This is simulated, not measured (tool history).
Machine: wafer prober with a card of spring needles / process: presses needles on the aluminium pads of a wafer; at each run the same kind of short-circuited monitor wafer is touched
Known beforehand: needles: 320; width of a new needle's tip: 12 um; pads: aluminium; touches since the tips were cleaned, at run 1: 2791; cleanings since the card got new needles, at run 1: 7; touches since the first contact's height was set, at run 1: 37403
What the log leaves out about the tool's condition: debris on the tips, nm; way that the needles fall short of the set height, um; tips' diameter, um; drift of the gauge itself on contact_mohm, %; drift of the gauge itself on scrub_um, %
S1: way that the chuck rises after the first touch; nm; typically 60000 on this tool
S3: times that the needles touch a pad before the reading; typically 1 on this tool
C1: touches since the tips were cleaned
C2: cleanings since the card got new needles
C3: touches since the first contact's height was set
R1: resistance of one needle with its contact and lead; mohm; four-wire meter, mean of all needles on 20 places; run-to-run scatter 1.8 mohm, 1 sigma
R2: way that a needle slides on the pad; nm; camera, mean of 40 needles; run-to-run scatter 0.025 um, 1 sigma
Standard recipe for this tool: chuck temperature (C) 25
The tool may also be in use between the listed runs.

{"run": 1, "hour": 0.0, "S1": 60000, "chuck temperature (C)": 25, "S3": 1, "C1": 2791, "C2": 7, "C3": 37403, "R1": 198, "R2": 12730}
{"hour": 7.9, "done": "tips cleaned on abrasive film"}
{"run": 2, "hour": 8.4, "S1": 42000, "chuck temperature (C)": 25, "S3": 1, "C1": 109, "C2": 8, "C3": 39156, "R1": 237, "R2": 8850}
{"run": 3, "hour": 19.1, "S1": 71000, "chuck temperature (C)": 25, "S3": 1, "C1": 2335, "C2": 8, "C3": 41382, "R1": 213, "R2": 15030}
{"run": 4, "hour": 24.0, "S1": 71000, "chuck temperature (C)": 25, "S3": 1, "C1": 3371, "C2": 8, "C3": 42418, "R1": 212, "R2": 15060}
{"hour": 24.9, "done": "tips cleaned on abrasive film, once more"}
{"run": 5, "hour": 30.0, "S1": 71000, "chuck temperature (C)": 25, "S3": 1, "C1": 1072, "C2": 9, "C3": 43667, "R1": 188, "R2": 14980}
{"run": 6, "hour": 37.3, "S1": 71000, "chuck temperature (C)": 25, "S3": 1, "C1": 2606, "C2": 9, "C3": 45201, "R1": 192, "R2": 15060}
{"hour": 46.0, "done": "tips cleaned on abrasive film"}
{"run": 7, "hour": 47.7, "S1": 62000, "chuck temperature (C)": 25, "S3": 1, "C1": 357, "C2": 10, "C3": 47349, "R1": 184, "R2": 13090}
{"run": 8, "hour": 53.7, "S1": 77000, "chuck temperature (C)": 57, "S3": 1, "C1": 1611, "C2": 10, "C3": 48603, "R1": 198, "R2": 16270}
{"run": 9, "hour": 64.7, "S1": 77000, "chuck temperature (C)": 57, "S3": 1, "C1": 3928, "C2": 10, "C3": 50920, "R1": 206, "R2": 16300}
{"hour": 66.9, "done": "tips cleaned on abrasive film"}
{"run": 10, "hour": 71.9, "S1": 52000, "chuck temperature (C)": 53, "S3": 1, "C1": 1061, "C2": 11, "C3": 52417, "R1": 197, "R2": 10950}
{"run": 11, "hour": 79.2, "S1": 60000, "chuck temperature (C)": 91, "S3": 1, "C1": 2596, "C2": 11, "C3": 53952, "R1": 211, "R2": 12660}
{"run": 12, "hour": 83.8, "S1": 60000, "chuck temperature (C)": 91, "S3": 1, "C1": 3561, "C2": 11, "C3": 54917, "R1": 217, "R2": 12630}
{"hour": 88.2, "done": "tips cleaned on abrasive film"}
{"run": 13, "hour": 94.1, "S1": 60000, "chuck temperature (C)": 91, "S3": 1, "C1": 1228, "C2": 12, "C3": 57050, "R1": 206, "R2": 12620}

5 options for the next run, each taken on its own from the tool as it stands now. Forecast them:
{"run": "A", "hour": 101.7, "S1": 60000, "chuck temperature (C)": 53, "S3": 1, "C1": 2828, "C2": 12, "C3": 58650, "R1": "?", "R2": "?"}
{"run": "B", "hour": 101.7, "S1": 49000, "chuck temperature (C)": 62, "S3": 3, "C1": 2828, "C2": 12, "C3": 58650, "R1": "?", "R2": "?"}
{"run": "C", "hour": 101.7, "S1": 60000, "chuck temperature (C)": 91, "S3": 3, "C1": 2828, "C2": 12, "C3": 58650, "R1": "?", "R2": "?"}
{"run": "D", "hour": 101.7, "S1": 71000, "chuck temperature (C)": 25, "S3": 1, "C1": 2828, "C2": 12, "C3": 58650, "R1": "?", "R2": "?"}
{"run": "E", "hour": 101.7, "S1": 60000, "chuck temperature (C)": 58, "S3": 1, "C1": 2828, "C2": 12, "C3": 58650, "R1": "?", "R2": "?"}

run=A R1=202 R2=12650
run=B R1=198 R2=10310
run=C R1=197 R2=12640
run=D R1=198 R2=15020
run=E R1=205 R2=12660
Without the tool's unlogged condition, the same runs would have read:
run=A R1=183 R2=12840
run=B R1=189 R2=10500
run=C R1=190 R2=12830
run=D R1=180 R2=15210
run=E R1=186 R2=12850
